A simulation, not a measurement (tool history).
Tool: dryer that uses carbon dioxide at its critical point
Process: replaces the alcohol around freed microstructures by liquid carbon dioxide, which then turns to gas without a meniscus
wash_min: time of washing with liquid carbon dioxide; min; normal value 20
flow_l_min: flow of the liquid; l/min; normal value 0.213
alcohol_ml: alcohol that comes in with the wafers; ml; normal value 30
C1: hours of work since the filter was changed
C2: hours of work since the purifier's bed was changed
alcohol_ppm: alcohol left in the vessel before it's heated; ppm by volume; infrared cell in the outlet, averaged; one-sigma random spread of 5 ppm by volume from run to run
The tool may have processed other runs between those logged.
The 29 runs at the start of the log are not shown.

run 30 hour=969.3 | wash_min=29 flow_l_min=0.242 alcohol_ml=45 | C1=33 C2=33 | alcohol_ppm=13
run 31 hour=1006.4 | wash_min=14 flow_l_min=0.174 alcohol_ml=61 | C1=48 C2=48 | alcohol_ppm=1567
run 32 hour=1049.0 | wash_min=14 flow_l_min=0.174 alcohol_ml=52 | C1=64 C2=64 | alcohol_ppm=1336
run 33 hour=1083.8 | wash_min=14 flow_l_min=0.174 alcohol_ml=52 | C1=77 C2=77 | alcohol_ppm=1371
run 34 hour=1127.9 | wash_min=20 flow_l_min=0.142 alcohol_ml=28 | C1=94 C2=94 | alcohol_ppm=400
run 35 hour=1148.9 | wash_min=20 flow_l_min=0.320 alcohol_ml=22 | C1=102 C2=102 | alcohol_ppm=34
run 36 hour=1192.1 | wash_min=25 flow_l_min=0.214 alcohol_ml=22 | C1=119 C2=119 | alcohol_ppm=41
run 37 hour=1233.6 | wash_min=25 flow_l_min=0.213 alcohol_ml=30 | C1=134 C2=134 | alcohol_ppm=50
run 38 hour=1268.2 | wash_min=19 flow_l_min=0.347 alcohol_ml=63 | C1=148 C2=148 | alcohol_ppm=55
run 39 hour=1311.8 | wash_min=17 flow_l_min=0.248 alcohol_ml=29 | C1=164 C2=164 | alcohol_ppm=78
run 40 hour=1354.1 | wash_min=17 flow_l_min=0.248 alcohol_ml=29 | C1=181 C2=181 | alcohol_ppm=80
run 41 hour=1396.3 | wash_min=21 flow_l_min=0.247 alcohol_ml=30 | C1=197 C2=197 | alcohol_ppm=60
run 42 hour=1439.0 | wash_min=21 flow_l_min=0.247 alcohol_ml=30 | C1=213 C2=213 | alcohol_ppm=67
run 43 hour=1458.7 | wash_min=22 flow_l_min=0.298 alcohol_ml=46 | C1=220 C2=220 | alcohol_ppm=75
run 44 hour=1492.3 | wash_min=26 flow_l_min=0.298 alcohol_ml=21 | C1=233 C2=233 | alcohol_ppm=74
run 45 hour=1519.2 | wash_min=16 flow_l_min=0.277 alcohol_ml=74 | C1=244 C2=244 | alcohol_ppm=119
run 46 hour=1551.8 | wash_min=16 flow_l_min=0.277 alcohol_ml=74 | C1=256 C2=256 | alcohol_ppm=115

5 ways to go on from here, each from the tool as it stands after run 46. What would each give?
run A hour=1590.5 | wash_min=24 flow_l_min=0.213 alcohol_ml=35 | C1=271 C2=271 | alcohol_ppm=?
run B hour=1590.5 | wash_min=27 flow_l_min=0.277 alcohol_ml=74 | C1=271 C2=271 | alcohol_ppm=?
run C hour=1590.5 | wash_min=20 flow_l_min=0.213 alcohol_ml=40 | C1=271 C2=271 | alcohol_ppm=?
run D hour=1590.5 | wash_min=20 flow_l_min=0.169 alcohol_ml=30 | C1=271 C2=271 | alcohol_ppm=?
run E hour=1590.5 | wash_min=13 flow_l_min=0.248 alcohol_ml=31 | C1=271 C2=271 | alcohol_ppm=?

run=A alcohol_ppm=86
run=B alcohol_ppm=83
run=C alcohol_ppm=120
run=D alcohol_ppm=241
run=E alcohol_ppm=257
Without the tool's unlogged condition, the same runs would have read:
run=A alcohol_ppm=8
run=B alcohol_ppm=7
run=C alcohol_ppm=40
run=D alcohol_ppm=144
run=E alcohol_ppm=159

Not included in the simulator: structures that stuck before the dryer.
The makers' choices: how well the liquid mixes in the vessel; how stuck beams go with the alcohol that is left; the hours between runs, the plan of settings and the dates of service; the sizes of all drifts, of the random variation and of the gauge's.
